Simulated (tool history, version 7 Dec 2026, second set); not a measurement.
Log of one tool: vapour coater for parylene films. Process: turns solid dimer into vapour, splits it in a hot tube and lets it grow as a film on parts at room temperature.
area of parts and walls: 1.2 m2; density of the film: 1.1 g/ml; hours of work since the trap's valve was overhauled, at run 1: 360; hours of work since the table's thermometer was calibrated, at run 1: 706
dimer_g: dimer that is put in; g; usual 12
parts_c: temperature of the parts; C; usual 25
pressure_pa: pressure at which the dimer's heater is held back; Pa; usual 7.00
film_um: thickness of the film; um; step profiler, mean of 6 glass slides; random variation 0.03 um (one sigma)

run	day	dimer_g	parts_c	pressure_pa	hours of work since the trap's valve was overhauled	hours of work since the table's thermometer was calibrated	film_um
1	0.000	12	25	7.00	360	706	4.57
2	0.746	12	28	7.00	369	715	3.99
3	1.458	7	25	7.00	377	723	2.69
4	2.892	10	25	7.00	394	740	3.84
5	3.904	12	37	7.00	406	752	2.58
6	5.171	12	37	7.00	421	767	2.57
7	6.412	17	37	7.00	436	782	3.71
# day 7.708: trap's valve overhauled
8	7.708	12	25	3.81	0	795	4.95
9	9.300	12	23	2.69	19	814	5.55
10	10.475	12	23	2.69	33	828	5.54
11	11.279	12	23	2.69	42	838	5.55
12	12.800	7	18	7.96	60	856	3.73
13	13.729	15	23	5.00	71	867	6.55
14	14.658	17	25	3.38	82	878	6.91
15	15.358	6	19	2.13	91	886	3.45
16	16.421	16	25	6.55	103	899	6.13

Forecast each of these 4 alternatives for the next run:
A	17.979	19	27	2.44	122	917	?
B	17.979	7	25	7.00	122	917	?
C	17.979	16	25	6.14	122	917	?
D	17.979	12	34	7.53	122	917	?

run	film_um
A	7.30
B	2.72
C	6.27
D	3.02
Without the tool's hidden state the same runs would have given:
run	film_um
A	7.30
B	2.72
C	6.27
D	3.02

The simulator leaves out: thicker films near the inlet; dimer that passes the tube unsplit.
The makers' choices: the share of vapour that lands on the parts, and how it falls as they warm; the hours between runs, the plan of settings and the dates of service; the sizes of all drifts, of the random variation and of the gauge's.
